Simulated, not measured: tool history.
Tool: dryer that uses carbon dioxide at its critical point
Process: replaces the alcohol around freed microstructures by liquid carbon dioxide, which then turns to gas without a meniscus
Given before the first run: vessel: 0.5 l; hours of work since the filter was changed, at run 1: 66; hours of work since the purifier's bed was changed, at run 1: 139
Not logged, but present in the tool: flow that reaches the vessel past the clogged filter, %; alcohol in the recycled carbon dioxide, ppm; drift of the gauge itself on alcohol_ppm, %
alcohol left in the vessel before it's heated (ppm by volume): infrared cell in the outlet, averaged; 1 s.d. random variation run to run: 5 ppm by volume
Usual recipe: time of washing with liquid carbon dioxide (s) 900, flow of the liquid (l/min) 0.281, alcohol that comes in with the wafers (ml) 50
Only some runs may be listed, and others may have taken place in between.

| run | day | time of washing with liquid carbon dioxide (s) | flow of the liquid (l/min) | alcohol that comes in with the wafers (ml) | hours of work since the filter was changed | hours of work since the purifier's bed was changed | alcohol left in the vessel before it's heated (ppm by volume) |
|---|---|---|---|---|---|---|---|
| 1 | 0 | 900 | 0.281 | 50 | 66 | 139 | 46 |
| 2 | 0.325 | 900 | 0.281 | 50 | 72 | 145 | 55 |
| 3 | 0.604 | 900 | 0.281 | 50 | 78 | 150 | 49 |
| 4 | 0.996 | 600 | 0.281 | 50 | 85 | 158 | 541 |
| 5 | 1.192 | 600 | 0.281 | 50 | 88 | 161 | 550 |
| 6 | 1.421 | 840 | 0.281 | 50 | 93 | 166 | 79 |
| 7 | 1.675 | 840 | 0.281 | 50 | 97 | 170 | 79 |
| 8 | 1.908 | 900 | 0.281 | 50 | 102 | 175 | 61 |
| 9 | 2.121 | 900 | 0.281 | 50 | 106 | 179 | 52 |
| 10 | 2.408 | 900 | 0.281 | 50 | 111 | 184 | 63 |
| 11 | 2.842 | 1020 | 0.281 | 50 | 119 | 192 | 34 |
| 12 | 3.262 | 1020 | 0.281 | 25 | 127 | 200 | 38 |
| 13 | 3.517 | 900 | 0.281 | 79 | 132 | 205 | 95 |
| 14 | 3.838 | 900 | 0.477 | 50 | 138 | 211 | 27 |
| 15 | 4.05 | 900 | 0.477 | 50 | 142 | 215 | 26 |
| 16 | 4.242 | 900 | 0.477 | 50 | 145 | 218 | 32 |
| 17 | 4.646 | 900 | 0.477 | 50 | 153 | 226 | 31 |
| 18 | 4.892 | 1260 | 0.477 | 106 | 158 | 230 | 30 |
| 19 | 5.233 | 960 | 0.178 | 50 | 164 | 237 | 805 |
| 20 | 5.617 | 960 | 0.389 | 73 | 171 | 244 | 26 |
| 21 | 6.054 | 960 | 0.389 | 73 | 179 | 252 | 35 |
| 22 | 6.471 | 960 | 0.389 | 73 | 187 | 260 | 26 |
| 23 | 6.846 | 1020 | 0.281 | 21 | 194 | 267 | 41 |
| 24 | 7.112 | 1380 | 0.281 | 21 | 199 | 272 | 27 |
| 25 | 7.396 | 1380 | 0.281 | 21 | 204 | 277 | 30 |
|  | 7.717 | inlet filter changed |
| 26 | 7.854 | 900 | 0.334 | 50 | 3 | 285 | 32 |
| 27 | 8.208 | 900 | 0.334 | 50 | 9 | 292 | 33 |
| 28 | 8.529 | 1380 | 0.172 | 23 | 15 | 298 | 57 |
| 29 | 8.746 | 960 | 0.182 | 20 | 19 | 302 | 192 |
| 30 | 9.171 | 780 | 0.247 | 59 | 27 | 309 | 284 |
| 31 | 9.429 | 1140 | 0.394 | 53 | 32 | 314 | 27 |
| 32 | 9.746 | 900 | 0.436 | 39 | 38 | 320 | 32 |
| 33 | 10.021 | 600 | 0.33 | 39 | 43 | 325 | 152 |

Below are 5 alternative next runs, each starting from the tool's condition after run 33. Predict each:
| A | 10.242 | 900 | 0.357 | 50 | 47 | 329 | ? |
| B | 10.242 | 780 | 0.358 | 23 | 47 | 329 | ? |
| C | 10.242 | 600 | 0.369 | 56 | 47 | 329 | ? |
| D | 10.242 | 900 | 0.281 | 20 | 47 | 329 | ? |
| E | 10.242 | 600 | 0.26 | 39 | 47 | 329 | ? |

| run | alcohol left in the vessel before it's heated (ppm by volume) |
|---|---|
| A | 40 |
| B | 38 |
| C | 109 |
| D | 41 |
| E | 582 |
Stripped of hidden state, with their random variation kept, the same runs would have yielded:
| run | alcohol left in the vessel before it's heated (ppm by volume) |
|---|---|
| A | 9 |
| B | 7 |
| C | 61 |
| D | 9 |
| E | 466 |
